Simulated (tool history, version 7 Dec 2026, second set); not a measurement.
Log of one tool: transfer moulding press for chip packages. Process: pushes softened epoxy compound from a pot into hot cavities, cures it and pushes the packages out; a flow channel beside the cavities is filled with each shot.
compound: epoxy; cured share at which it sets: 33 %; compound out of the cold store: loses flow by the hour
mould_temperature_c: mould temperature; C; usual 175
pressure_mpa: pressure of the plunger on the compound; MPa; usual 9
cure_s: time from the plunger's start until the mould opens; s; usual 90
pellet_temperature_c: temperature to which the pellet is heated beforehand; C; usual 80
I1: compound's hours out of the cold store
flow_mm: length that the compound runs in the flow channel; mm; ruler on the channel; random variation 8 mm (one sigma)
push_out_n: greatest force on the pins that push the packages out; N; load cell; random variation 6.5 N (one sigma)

Run 1, day 0: usual settings; I1 24.1. Result: flow_mm 906 mm, push_out_n 274 N.
Run 2, day 0.392: usual settings but pressure_mpa 6.95 MPa; I1 46.2. Result: flow_mm 713 mm, push_out_n 295 N.
Run 3, day 0.746: usual settings but pressure_mpa 6.95 MPa; I1 40.4. Result: flow_mm 742 mm, push_out_n 318 N.
Run 4, day 1.179: usual settings but cure_s 114 s; I1 39. Result: flow_mm 842 mm, push_out_n 316 N.
Run 5, day 1.638: usual settings but cure_s 114 s, pellet_temperature_c 79 C; I1 41.8. Result: flow_mm 828 mm, push_out_n 337 N.
Run 6, day 2.054: usual settings but cure_s 114 s, pellet_temperature_c 79 C; I1 40.7. Result: flow_mm 836 mm, push_out_n 353 N.
At day 2.412: cavities cleaned with cleaning compound and waxed.
Run 7, day 2.596: usual settings but cure_s 114 s, pellet_temperature_c 79 C; I1 9. Result: flow_mm 972 mm, push_out_n 250 N.
Run 8, day 3.062: usual settings; I1 40. Result: flow_mm 852 mm, push_out_n 308 N.
Run 9, day 3.462: usual settings; I1 28.2. Result: flow_mm 873 mm, push_out_n 335 N.
Run 10, day 3.854: usual settings; I1 18.1. Result: flow_mm 939 mm, push_out_n 381 N.
Run 11, day 4.329: usual settings but pellet_temperature_c 73 C; I1 45.5. Result: flow_mm 806 mm, push_out_n 368 N.
Run 12, day 4.567: usual settings but pellet_temperature_c 73 C; I1 42.2. Result: flow_mm 815 mm, push_out_n 391 N.
At day 4.925: cavities cleaned with cleaning compound and waxed.
Run 13, day 4.979: usual settings but pellet_temperature_c 72 C; I1 43.8. Result: flow_mm 801 mm, push_out_n 266 N.
Run 14, day 5.371: usual settings but pellet_temperature_c 72 C; I1 17.1. Result: flow_mm 926 mm, push_out_n 312 N.
Run 15, day 5.6: usual settings but pellet_temperature_c 72 C; I1 24.3. Result: flow_mm 894 mm, push_out_n 310 N.
Run 16, day 5.938: usual settings but pressure_mpa 7.15 MPa, cure_s 106 s; I1 22.9. Result: flow_mm 802 mm, push_out_n 301 N.
Run 17, day 6.204: usual settings but pressure_mpa 7.15 MPa, cure_s 106 s; I1 28.4. Result: flow_mm 786 mm, push_out_n 332 N.
Run 18, day 6.662: usual settings but mould_temperature_c 169 C, pressure_mpa 7.15 MPa, cure_s 94 s; I1 21.1. Result: flow_mm 821 mm, push_out_n 492 N.
Run 19, day 7.096: usual settings but pressure_mpa 7.94 MPa; I1 41.8. Result: flow_mm 764 mm, push_out_n 413 N.
At day 7.421: cavities cleaned with cleaning compound and waxed.
Run 20, day 7.492: usual settings but mould_temperature_c 174 C, pressure_mpa 9.7 MPa; I1 46.9. Result: flow_mm 828 mm, push_out_n 287 N.
Run 21, day 7.8: usual settings but mould_temperature_c 174 C, pressure_mpa 9.7 MPa; I1 29.2. Result: flow_mm 900 mm, push_out_n 309 N.
Run 22, day 8.104: usual settings but mould_temperature_c 174 C, pressure_mpa 10.06 MPa, cure_s 107 s; I1 15.7. Result: flow_mm 971 mm, push_out_n 285 N.
Run 23, day 8.575: usual settings but mould_temperature_c 174 C, pressure_mpa 10.06 MPa, cure_s 130 s; I1 17. Result: flow_mm 974 mm, push_out_n 313 N.
Run 24, day 8.8: usual settings but mould_temperature_c 176 C, pressure_mpa 9.23 MPa; I1 12.6. Result: flow_mm 938 mm, push_out_n 358 N.
Run 25, day 9.1: usual settings but pressure_mpa 10.57 MPa; I1 20.5. Result: flow_mm 971 mm, push_out_n 380 N.
Run 26, day 9.325: usual settings but pressure_mpa 10.17 MPa, pellet_temperature_c 84 C; I1 39.6. Result: flow_mm 847 mm, push_out_n 387 N.
Run 27, day 9.746: usual settings but cure_s 120 s, pellet_temperature_c 71 C; I1 20.5. Result: flow_mm 900 mm, push_out_n 362 N.
At day 9.917: cavities cleaned with cleaning compound and waxed.
Run 28, day 10.05: usual settings but cure_s 120 s, pellet_temperature_c 71 C; I1 40.4. Result: flow_mm 818 mm, push_out_n 229 N.
Run 29, day 10.275: usual settings but pressure_mpa 7.54 MPa, cure_s 120 s, pellet_temperature_c 71 C; I1 19. Result: flow_mm 825 mm, push_out_n 255 N.

The same runs without the tool's hidden state, with the same run-to-run variation:
The hidden state here: true mould temperature over the reading, C; pressure that reaches the compound, % of what is set; grip of the stained cavities, % over clean ones'; drift of the gauge itself on flow_mm, %; drift of the gauge itself on push_out_n, %.
run  flow_mm  push_out_n
  1      933         262
  2      736         252
  3      767         250
  4      871         229
  5      858         229
  6      868         225
  7     1012         230
  8      888         249
  9      912         251
 10      982         270
 11      845         240
 12      855         248
 13      842         260
 14      975         271
 15      942         254
 16      847         228
 17      831         240
 18      870         334
 19      811         266
 20      880         278
 21      959         273
 22     1035         232
 23     1040         232
 24     1002         257
 25     1039         258
 26      908         256
 27      966         227
 28      879         215
 29      887         225

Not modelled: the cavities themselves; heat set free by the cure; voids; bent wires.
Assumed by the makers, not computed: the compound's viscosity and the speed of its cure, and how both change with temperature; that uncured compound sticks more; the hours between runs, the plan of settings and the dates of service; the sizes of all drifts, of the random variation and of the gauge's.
